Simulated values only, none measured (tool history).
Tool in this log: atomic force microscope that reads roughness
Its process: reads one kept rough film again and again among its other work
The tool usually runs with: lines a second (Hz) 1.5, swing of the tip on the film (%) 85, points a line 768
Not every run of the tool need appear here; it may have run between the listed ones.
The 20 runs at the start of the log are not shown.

run	day	lines a second (Hz)	swing of the tip on the film (%)	points a line	pictures with this tip	hours of work since the height scale was calibrated	roughness of the kept film (nm (root mean square))
21	11.396	2.39	85	768	78	126	2.798
22	11.725	1.5	80	601	89	130	3.044
# day 11.8: height scale calibrated on a step standard
23	12.317	1.5	80	601	107	6	2.991
24	12.638	2.18	86	688	117	9	2.685
25	12.975	1.12	65	319	129	13	3.078
# day 13.279: new tip fitted
26	13.762	1.12	65	319	16	21	3.66
27	14.212	1.5	85	902	31	26	3.231
28	14.879	1.5	85	902	53	33	3.146
29	15.421	1.89	84	930	71	39	3.01
# day 15.692: height scale calibrated on a step standard, once more
30	16.079	1.5	85	823	91	4	2.97
31	16.438	1.5	85	462	103	8	2.913
32	16.871	1.43	88	768	118	13	2.79
# day 17.521: new tip fitted
33	17.558	1.43	88	768	1	20	3.329
34	17.921	3.94	56	648	13	24	3.57
35	18.538	3.64	85	672	33	30	2.718
36	18.95	3.64	85	672	47	35	2.687
37	19.392	3.64	85	672	62	40	2.612
38	20.038	1.5	60	962	83	47	3.313
39	20.675	0.57	85	768	104	54	3.179
40	21.046	1.55	72	674	117	58	3.041
41	21.504	1.69	73	768	132	62	2.946

4 options for the next run, each taken on its own from the tool as it stands now. Forecast them:
# day 21.725: new tip fitted
A	21.962	1.5	74	772	8	67	?
# day 21.725: new tip fitted
B	21.962	1.69	73	608	8	67	?
# day 21.725: new tip fitted
C	21.962	1.45	73	768	8	67	?
# day 21.725: new tip fitted
D	21.962	2.07	83	645	8	67	?

run	roughness of the kept film (nm (root mean square))
A	3.547
B	3.508
C	3.558
D	3.235
With the hidden condition removed and each run's random variation left untouched, the same runs would have given:
run	roughness of the kept film (nm (root mean square))
A	3.636
B	3.596
C	3.647
D	3.316
